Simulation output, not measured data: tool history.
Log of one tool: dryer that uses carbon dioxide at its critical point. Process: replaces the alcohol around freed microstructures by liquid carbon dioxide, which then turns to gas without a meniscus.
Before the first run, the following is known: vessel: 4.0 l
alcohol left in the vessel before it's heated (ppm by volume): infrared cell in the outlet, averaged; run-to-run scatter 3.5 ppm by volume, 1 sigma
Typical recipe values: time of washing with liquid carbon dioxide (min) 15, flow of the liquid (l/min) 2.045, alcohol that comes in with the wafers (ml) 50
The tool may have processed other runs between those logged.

run,hour,time of washing with liquid carbon dioxide (min),flow of the liquid (l/min),alcohol that comes in with the wafers (ml),alcohol left in the vessel before it's heated (ppm by volume)
1,0.0,15,2.045,50,31
2,14.6,15,2.045,50,27
3,28.7,15,2.045,50,40
4,44.1,15,2.045,50,33
5,50.6,15,2.045,50,32
6,65.6,15,2.045,43,28
7,72.8,15,2.045,33,24
8,82.2,21,2.045,50,12
9,94.2,15,2.045,50,31
10,103.9,15,2.045,50,35
11,113.7,15,2.220,50,24
12,129.0,15,2.045,50,36
13,137.3,15,2.045,50,45
14,152.9,15,2.045,50,43
15,162.6,11,1.470,50,571
16,176.9,23,1.390,28,32
17,191.7,11,2.830,50,35
18,202.2,11,2.830,50,38
19,217.9,15,2.250,33,23
20,224.8,15,2.250,33,24
21,237.3,15,2.250,33,23
22,246.4,15,2.790,66,19
23,254.8,15,1.940,38,49

For some of the steps in alcohol left in the vessel before it's heated (ppm by volume) from one run to the next: how much would appear even if the tool had no hidden state, given the settings, what came in and random variation, and how much remains for the hidden state plus any gauge scatter that the measured result and the result without hidden state don't share?
Hidden state at play: flow that reaches the vessel past the clogged filter, %; alcohol in the recycled carbon dioxide, ppm; drift of the gauge itself on alcohol_ppm, %.
Run 14 -> 15: time of washing with liquid carbon dioxide (min) 15 -> 11, flow of the liquid (l/min) 2.045 -> 1.470. alcohol left in the vessel before it's heated (ppm by volume) +528: hidden state +102, all else +426.
Run 15 -> 16: time of washing with liquid carbon dioxide (min) 11 -> 23, flow of the liquid (l/min) 1.470 -> 1.390, alcohol that comes in with the wafers (ml) 50 -> 28. alcohol left in the vessel before it's heated (ppm by volume) -539: hidden state -106, all else -433.
